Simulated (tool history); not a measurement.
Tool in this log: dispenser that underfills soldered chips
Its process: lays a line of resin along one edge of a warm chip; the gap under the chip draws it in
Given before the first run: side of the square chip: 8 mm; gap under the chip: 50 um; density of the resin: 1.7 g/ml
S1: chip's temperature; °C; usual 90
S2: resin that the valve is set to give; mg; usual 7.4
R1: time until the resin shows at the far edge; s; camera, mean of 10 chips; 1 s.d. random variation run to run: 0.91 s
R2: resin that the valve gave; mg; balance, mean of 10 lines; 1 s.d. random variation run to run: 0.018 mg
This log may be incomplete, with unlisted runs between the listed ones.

run,hour,S1,S2,R1,R2
1,0,90,7.4,142,7.33
# hour 9.2: new syringe of resin
2,11,90,7.38,97.5,7.27
3,17.5,90,7.38,135.7,7.25
# hour 25: dispensing valve cleaned and set on the balance
# hour 28.1: new syringe of resin
4,28.2,85,7.4,111.5,7.39
5,35.5,90,8.43,132.4,8.39
6,43.3,90,7.4,202.3,7.37
# hour 46.2: new syringe of resin
7,50.5,90,8.89,107.1,8.79
8,61.7,90,8.89,198,8.8
# hour 64.3: new syringe of resin
9,73.1,86,8.89,166.8,8.76
# hour 82.7: new syringe of resin
10,82.7,86,8.89,102.4,8.75
11,92.6,86,8.52,180.1,8.36
# hour 95.5: dispensing valve cleaned and set on the balance
# hour 102.1: new syringe of resin
12,102.1,90,7.01,88.9,6.99
13,109.6,99,7.01,90,6.97
14,114.4,99,7.01,120.4,6.95
# hour 120.3: new syringe of resin
15,121.3,90,7.4,94.5,7.35
16,132.1,97,7.4,127.7,7.31
# hour 138.6: new syringe of resin
17,143.6,97,8.25,88.5,8.13
18,151.5,97,8.25,134.5,8.14
# hour 156.6: new syringe of resin
19,156.6,82,8.25,128.1,8.11
20,162.2,82,8.25,170.2,8.07
# hour 165.5: dispensing valve cleaned and set on the balance
21,172.2,82,9.39,277,9.36
# hour 175.5: new syringe of resin
22,182,90,7.75,130,7.76
23,190.1,84,8.63,251.3,8.61
# hour 194: new syringe of resin
24,201,77,7.75,244,7.7
# hour 212: new syringe of resin
25,212.9,77,6.33,188.1,6.22
26,223.6,77,6.33,331.7,6.25
# hour 230.2: new syringe of resin
27,233.6,85,7.59,137.2,7.48
# hour 235.7: dispensing valve cleaned and set on the balance
28,240.6,85,6.39,197.7,6.4
# hour 249.3: new syringe of resin
29,252.6,85,6.39,146.4,6.33
30,262.5,85,6.83,240.1,6.8
# hour 267.6: new syringe of resin
31,270.8,103,6.61,66.6,6.53
32,280,103,6.61,107.5,6.53
# hour 285.7: new syringe of resin
33,285.7,95,9.18,71.8,9.02
34,295.1,95,9.18,120.3,9.04

Alternative continuations, all from the tool just after run 34; predict every row:
# hour 303.6: new syringe of resin
# hour 306.1: dispensing valve cleaned and set on the balance
A,307,104,7.71,?,?
# hour 303.6: new syringe of resin
# hour 306.1: dispensing valve cleaned and set on the balance
B,307,94,6.76,?,?
# hour 303.6: new syringe of resin
# hour 306.1: dispensing valve cleaned and set on the balance
C,307,100,7.4,?,?
# hour 303.6: new syringe of resin
# hour 306.1: dispensing valve cleaned and set on the balance
D,307,91,8.15,?,?

run,R1,R2
A,57.9,7.71
B,91.3,6.77
C,69.8,7.42
D,99.8,8.14
Take away the tool's hidden state, keep each run's random variation, and the runs would have read:
run,R1,R2
A,46.7,7.7
B,73.6,6.77
C,56.3,7.42
D,80.2,8.13
